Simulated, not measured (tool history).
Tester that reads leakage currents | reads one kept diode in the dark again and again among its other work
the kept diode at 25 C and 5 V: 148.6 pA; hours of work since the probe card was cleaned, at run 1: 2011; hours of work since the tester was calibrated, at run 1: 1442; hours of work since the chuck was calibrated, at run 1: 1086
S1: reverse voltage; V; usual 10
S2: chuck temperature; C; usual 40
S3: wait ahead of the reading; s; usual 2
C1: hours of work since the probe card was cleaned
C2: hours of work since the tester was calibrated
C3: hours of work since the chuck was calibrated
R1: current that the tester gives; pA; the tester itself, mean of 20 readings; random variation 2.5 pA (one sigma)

run 1 day=0 | S1=10 S2=40 S3=2 | C1=2011 C2=1442 C3=1086 | R1=843.04
run 2 day=1.733 | S1=10 S2=40 S3=2 | C1=2040 C2=1471 C3=1115 | R1=845.86
run 3 day=3.442 | S1=10 S2=40 S3=2 | C1=2068 C2=1500 C3=1143 | R1=840.29
run 4 day=4.625 | S1=10 S2=40 S3=2 | C1=2088 C2=1519 C3=1163 | R1=836.24
run 5 day=6.15 | S1=10 S2=40 S3=2 | C1=2113 C2=1545 C3=1188 | R1=839.02
run 6 day=7.288 | S1=10 S2=21 S3=2 | C1=2132 C2=1564 C3=1207 | R1=152.79
run 7 day=9.004 | S1=10 S2=21 S3=2 | C1=2161 C2=1592 C3=1236 | R1=153.62
run 8 day=10.921 | S1=10 S2=21 S3=2 | C1=2192 C2=1624 C3=1267 | R1=153.26
run 9 day=12.9 | S1=10 S2=40 S3=6.87 | C1=2225 C2=1657 C3=1300 | R1=839.42
run 10 day=14.217 | S1=10 S2=40 S3=6.87 | C1=2247 C2=1679 C3=1322 | R1=842.69
run 11 day=15.808 | S1=3.7 S2=40 S3=2 | C1=2274 C2=1705 C3=1349 | R1=497.91
run 12 day=17.312 | S1=3.7 S2=40 S3=2 | C1=2299 C2=1730 C3=1374 | R1=497.01
run 13 day=19.05 | S1=10 S2=41 S3=2 | C1=2327 C2=1759 C3=1403 | R1=911.64
run 14 day=20.296 | S1=10 S2=41 S3=2 | C1=2348 C2=1780 C3=1423 | R1=915.19
run 15 day=21.75 | S1=10 S2=41 S3=2 | C1=2372 C2=1804 C3=1447 | R1=911.96
run 16 day=23.883 | S1=11.9 S2=40 S3=2 | C1=2408 C2=1839 C3=1483 | R1=919.37
run 17 day=25.3 | S1=11.9 S2=40 S3=2 | C1=2431 C2=1863 C3=1506 | R1=915.26
run 18 day=27.054 | S1=11.9 S2=40 S3=2 | C1=2460 C2=1892 C3=1536 | R1=918.3
run 19 day=28.208 | S1=11.9 S2=40 S3=2 | C1=2480 C2=1911 C3=1555 | R1=913.7
run 20 day=29.483 | S1=10 S2=40 S3=2 | C1=2501 C2=1932 C3=1576 | R1=835.4
run 21 day=30.654 | S1=10 S2=40 S3=2 | C1=2520 C2=1952 C3=1595 | R1=832.11
run 22 day=32.7 | S1=10 S2=40 S3=2 | C1=2554 C2=1986 C3=1629 | R1=831.02
run 23 day=34.612 | S1=10 S2=40 S3=2 | C1=2586 C2=2018 C3=1661 | R1=836.02
run 24 day=36.558 | S1=10 S2=40 S3=0.74 | C1=2618 C2=2050 C3=1694 | R1=831.94
run 25 day=38.296 | S1=9 S2=56 S3=1.22 | C1=2647 C2=2079 C3=1722 | R1=2945.51
run 26 day=39.462 | S1=9 S2=56 S3=1.22 | C1=2667 C2=2098 C3=1742 | R1=2943.3
run 27 day=41.512 | S1=9 S2=56 S3=1.22 | C1=2701 C2=2132 C3=1776 | R1=2945.88
run 28 day=42.754 | S1=9 S2=56 S3=1.22 | C1=2721 C2=2153 C3=1797 | R1=2954.83
run 29 day=44.333 | S1=1.9 S2=29 S3=1.13 | C1=2748 C2=2179 C3=1823 | R1=128.78
run 30 day=45.979 | S1=1.1 S2=55 S3=2 | C1=2775 C2=2207 C3=1850 | R1=904.2
run 31 day=47.421 | S1=1.1 S2=55 S3=2 | C1=2799 C2=2230 C3=1874 | R1=902.32
run 32 day=48.675 | S1=1.1 S2=55 S3=2 | C1=2820 C2=2251 C3=1895 | R1=899.05
run 33 day=49.95 | S1=1.1 S2=55 S3=2 | C1=2841 C2=2273 C3=1916 | R1=904.12
-- day=51.438 chuck's temperature calibrated
run 34 day=52.283 | S1=1.1 S2=55 S3=0.58 | C1=2878 C2=2310 C3=14 | R1=955.25
run 35 day=53.458 | S1=9 S2=50 S3=0.62 | C1=2898 C2=2329 C3=34 | R1=1914.65
run 36 day=55.071 | S1=7.5 S2=32 S3=0.62 | C1=2925 C2=2356 C3=60 | R1=373.56
run 37 day=56.979 | S1=8.1 S2=32 S3=0.62 | C1=2956 C2=2388 C3=92 | R1=388.91
-- day=58.1 probe card cleaned and baked
run 38 day=58.879 | S1=8.1 S2=32 S3=0.62 | C1=13 C2=2417 C3=122 | R1=375.98
run 39 day=60.338 | S1=12.5 S2=40 S3=0.95 | C1=37 C2=2442 C3=146 | R1=961.43

Forecast each of these 5 alternatives for the next run:
run A day=61.321 | S1=1 S2=40 S3=6.78 | C1=54 C2=2458 C3=162 | R1=?
run B day=61.321 | S1=10 S2=29 S3=2 | C1=54 C2=2458 C3=162 | R1=?
run C day=61.321 | S1=4.9 S2=46 S3=3.71 | C1=54 C2=2458 C3=162 | R1=?
run D day=61.321 | S1=7.9 S2=40 S3=8.87 | C1=54 C2=2458 C3=162 | R1=?
run E day=61.321 | S1=12.5 S2=40 S3=0.34 | C1=54 C2=2458 C3=162 | R1=?

run=A R1=258.04
run=B R1=316.76
run=C R1=985.75
run=D R1=755.18
run=E R1=966.13
Without the tool's hidden state the same runs would have given:
run=A R1=254.79
run=B R1=312.52
run=C R1=973.23
run=D R1=745.51
run=E R1=953.67
